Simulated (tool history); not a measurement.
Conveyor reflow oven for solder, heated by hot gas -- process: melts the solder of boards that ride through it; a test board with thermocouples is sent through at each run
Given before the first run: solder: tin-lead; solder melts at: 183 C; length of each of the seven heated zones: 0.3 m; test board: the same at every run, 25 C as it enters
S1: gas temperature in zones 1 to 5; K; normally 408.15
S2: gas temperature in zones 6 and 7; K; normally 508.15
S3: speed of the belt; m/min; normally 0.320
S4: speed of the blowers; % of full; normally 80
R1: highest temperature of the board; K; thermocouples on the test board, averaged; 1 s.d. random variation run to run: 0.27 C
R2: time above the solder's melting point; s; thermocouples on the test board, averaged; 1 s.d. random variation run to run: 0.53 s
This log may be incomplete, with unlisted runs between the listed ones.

run	hour	S1	S2	S3	S4	R1	R2
1	0.0	408.15	508.15	0.320	80	495.05	89.6
2	13.5	408.15	508.15	0.320	80	494.95	90.2
3	30.3	408.15	508.15	0.320	80	494.95	90.7
4	45.9	398.15	508.15	0.320	80	493.65	83.6
5	62.3	408.15	508.15	0.320	80	494.95	90.6
6	72.5	408.15	508.15	0.320	80	494.65	89.7
7	93.5	408.15	508.15	0.320	80	495.15	89.2
8	103.5	408.15	508.15	0.320	80	494.55	89.9
9	112.7	416.15	508.15	0.320	80	495.75	95.0
10	134.4	416.15	508.15	0.320	80	495.55	93.9
11	146.1	408.15	508.15	0.269	80	499.75	113.2
12	157.0	408.15	508.15	0.269	80	499.45	112.4
13	166.6	408.15	508.15	0.269	80	499.15	112.8
14	188.5	408.15	508.15	0.320	80	493.95	88.7
15	199.8	408.15	508.15	0.320	80	494.55	89.2
16	217.7	408.15	521.15	0.320	65	502.35	95.6
17	229.8	408.15	521.15	0.320	65	501.95	96.2
18	245.9	411.15	508.15	0.320	80	494.75	91.3
19	255.9	422.15	517.15	0.272	55	503.25	124.6
20	275.3	422.15	517.15	0.272	55	502.95	124.4
21	292.1	422.15	517.15	0.272	55	503.25	123.3
22	305.5	422.15	517.15	0.272	55	503.45	124.1
23	318.5	422.15	517.15	0.272	55	503.15	123.1
24	334.7	408.15	522.15	0.320	54	498.65	92.0
25	355.7	408.15	522.15	0.320	54	498.75	92.5
26	372.2	408.15	522.15	0.320	54	498.85	92.3
27	393.9	408.15	522.15	0.320	54	498.35	93.1
28	415.4	408.15	522.15	0.320	55	499.05	94.4
# hour 433.0: flux residue cleaned out of gas plates and filters
29	435.2	408.15	516.15	0.320	69	500.65	94.7
30	446.7	417.15	508.15	0.320	56	491.05	89.1

Predict each of these 3 candidate next runs independently; none follows another, all start after run 30:
A	462.3	398.15	508.15	0.267	56	?	?
B	462.3	417.15	515.15	0.320	56	?	?
C	462.3	413.15	508.15	0.346	80	?	?

run	R1	R2
A	493.85	100.4
B	497.45	95.6
C	494.95	85.1
Without the tool's hidden state the same runs would have given:
run	R1	R2
A	492.35	96.8
B	495.95	92.4
C	493.65	82.3
